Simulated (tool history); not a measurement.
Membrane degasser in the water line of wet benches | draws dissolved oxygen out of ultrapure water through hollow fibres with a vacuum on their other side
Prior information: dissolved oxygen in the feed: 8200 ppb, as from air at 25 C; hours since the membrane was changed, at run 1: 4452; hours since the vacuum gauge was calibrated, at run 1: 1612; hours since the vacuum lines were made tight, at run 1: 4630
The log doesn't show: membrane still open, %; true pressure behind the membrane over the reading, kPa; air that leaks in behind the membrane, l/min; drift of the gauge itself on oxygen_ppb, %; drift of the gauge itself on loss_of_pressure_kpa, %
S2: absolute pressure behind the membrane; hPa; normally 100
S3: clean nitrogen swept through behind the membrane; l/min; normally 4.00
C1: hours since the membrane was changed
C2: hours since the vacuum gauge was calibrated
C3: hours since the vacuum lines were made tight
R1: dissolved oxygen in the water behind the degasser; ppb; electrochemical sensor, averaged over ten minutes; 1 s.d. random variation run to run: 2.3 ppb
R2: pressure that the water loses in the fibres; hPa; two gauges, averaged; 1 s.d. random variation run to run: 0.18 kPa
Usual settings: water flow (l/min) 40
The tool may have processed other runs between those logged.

Run 1, hour 0.0: usual settings; C1 4452; C2 1612; C3 4630. Result: R1 223.3 ppb, R2 306.6 hPa.
Run 2, hour 73.5: usual settings but S2 204 hPa; C1 4525; C2 1685; C3 4703. Result: R1 455.3 ppb, R2 304.1 hPa.
Run 3, hour 153.9: usual settings but S3 4.37 l/min; C1 4606; C2 1766; C3 4784. Result: R1 210.9 ppb, R2 307.2 hPa.
Run 4, hour 261.6: usual settings but S3 4.37 l/min; C1 4713; C2 1873; C3 4891. Result: R1 210.3 ppb, R2 307.6 hPa.
Run 5, hour 378.7: usual settings but S3 4.37 l/min; C1 4830; C2 1991; C3 5008. Result: R1 213.2 ppb, R2 308.0 hPa.
Run 6, hour 507.5: usual settings but S3 4.37 l/min; C1 4959; C2 2119; C3 5137. Result: R1 215.3 ppb, R2 306.8 hPa.
Run 7, hour 570.8: usual settings but S3 1.97 l/min; C1 5023; C2 2183; C3 5200. Result: R1 365.3 ppb, R2 302.6 hPa.
Run 8, hour 684.8: usual settings but S3 1.97 l/min; C1 5137; C2 2297; C3 5314. Result: R1 355.6 ppb, R2 304.1 hPa.
Run 9, hour 824.1: usual settings; C1 5276; C2 2436; C3 5454. Result: R1 225.4 ppb, R2 305.8 hPa.
Run 10, hour 940.4: usual settings; C1 5392; C2 2552; C3 5570. Result: R1 223.8 ppb, R2 304.0 hPa.
Run 11, hour 1050.0: usual settings; C1 5502; C2 2662; C3 5680. Result: R1 222.1 ppb, R2 305.8 hPa.
Run 12, hour 1112.1: usual settings; C1 5564; C2 2724; C3 5742. Result: R1 220.2 ppb, R2 303.3 hPa.
Run 13, hour 1191.9: usual settings; C1 5644; C2 2804; C3 5821. Result: R1 228.1 ppb, R2 302.3 hPa.
Run 14, hour 1266.8: usual settings but S2 68 hPa; C1 5719; C2 2879; C3 5896. Result: R1 149.9 ppb, R2 299.9 hPa.
Run 15, hour 1361.5: usual settings but S2 68 hPa; C1 5813; C2 2973; C3 5991. Result: R1 149.5 ppb, R2 300.4 hPa.
Run 16, hour 1484.6: usual settings but water flow (l/min) 29; C1 5936; C2 3096; C3 6114. Result: R1 144.0 ppb, R2 217.6 hPa.
Run 17, hour 1605.8: usual settings but water flow (l/min) 29; C1 6058; C2 3218; C3 6235. Result: R1 146.0 ppb, R2 217.2 hPa.
Run 18, hour 1749.4: usual settings but water flow (l/min) 61, S2 86 hPa; C1 6201; C2 3361; C3 6379. Result: R1 359.2 ppb, R2 454.2 hPa.
Run 19, hour 1844.8: usual settings but water flow (l/min) 61, S2 86 hPa; C1 6297; C2 3457; C3 6474. Result: R1 352.1 ppb, R2 457.1 hPa.
At hour 1956.3: gauge calibrated.
Run 20, hour 1968.1: usual settings but water flow (l/min) 61, S2 86 hPa, S3 3.12 l/min; C1 6420; C2 3580; C3 6598. Result: R1 402.0 ppb, R2 466.1 hPa.
Run 21, hour 2041.7: usual settings but water flow (l/min) 61, S2 86 hPa, S3 3.12 l/min; C1 6493; C2 3654; C3 6671. Result: R1 400.1 ppb, R2 468.4 hPa.
Run 22, hour 2160.8: usual settings but water flow (l/min) 56, S2 166 hPa; C1 6613; C2 3773; C3 6790. Result: R1 555.1 ppb, R2 432.1 hPa.
Run 23, hour 2226.5: usual settings but water flow (l/min) 28, S2 175 hPa, S3 5.59 l/min; C1 6678; C2 3838; C3 6856. Result: R1 190.1 ppb, R2 213.1 hPa.
Run 24, hour 2373.7: usual settings but water flow (l/min) 47, S2 126 hPa, S3 11.42 l/min; C1 6825; C2 3986; C3 7003. Result: R1 194.5 ppb, R2 359.5 hPa.
Run 25, hour 2517.7: usual settings but water flow (l/min) 47, S2 70 hPa, S3 9.53 l/min; C1 6969; C2 4130; C3 7147. Result: R1 146.7 ppb, R2 356.2 hPa.
Run 26, hour 2601.2: usual settings but water flow (l/min) 57, S2 68 hPa, S3 1.75 l/min; C1 7053; C2 4213; C3 7231. Result: R1 385.8 ppb, R2 433.3 hPa.
Run 27, hour 2720.3: usual settings but water flow (l/min) 44, S2 145 hPa, S3 3.91 l/min; C1 7172; C2 4332; C3 7350. Result: R1 375.0 ppb, R2 335.0 hPa.
Run 28, hour 2786.0: usual settings but water flow (l/min) 44, S2 145 hPa, S3 3.91 l/min; C1 7238; C2 4398; C3 7416. Result: R1 368.5 ppb, R2 334.1 hPa.
Run 29, hour 2850.8: usual settings but water flow (l/min) 41, S2 145 hPa, S3 4.53 l/min; C1 7303; C2 4463; C3 7480. Result: R1 301.7 ppb, R2 311.3 hPa.
Run 30, hour 2945.9: usual settings; C1 7398; C2 4558; C3 7575. Result: R1 227.1 ppb, R2 301.9 hPa.
Run 31, hour 3082.3: usual settings but water flow (l/min) 53, S2 160 hPa; C1 7534; C2 4694; C3 7712. Result: R1 494.6 ppb, R2 398.8 hPa.
Run 32, hour 3148.1: usual settings but water flow (l/min) 45, S2 160 hPa; C1 7600; C2 4760; C3 7778. Result: R1 402.8 ppb, R2 336.3 hPa.
Run 33, hour 3236.0: usual settings but water flow (l/min) 34, S2 149 hPa; C1 7688; C2 4848; C3 7866. Result: R1 274.6 ppb, R2 252.5 hPa.

How the hidden state differs across the entries between the runs, from the last listed run before each to the first after it:
In the gap between runs 19 and 20: gauge calibrated (hour 1956.3)
  drift of the gauge itself on loss_of_pressure_kpa, %: -2.81 -> -0.02
  measured value less the no-hidden-state value, R2: -13.0 -> +0.1 hPa

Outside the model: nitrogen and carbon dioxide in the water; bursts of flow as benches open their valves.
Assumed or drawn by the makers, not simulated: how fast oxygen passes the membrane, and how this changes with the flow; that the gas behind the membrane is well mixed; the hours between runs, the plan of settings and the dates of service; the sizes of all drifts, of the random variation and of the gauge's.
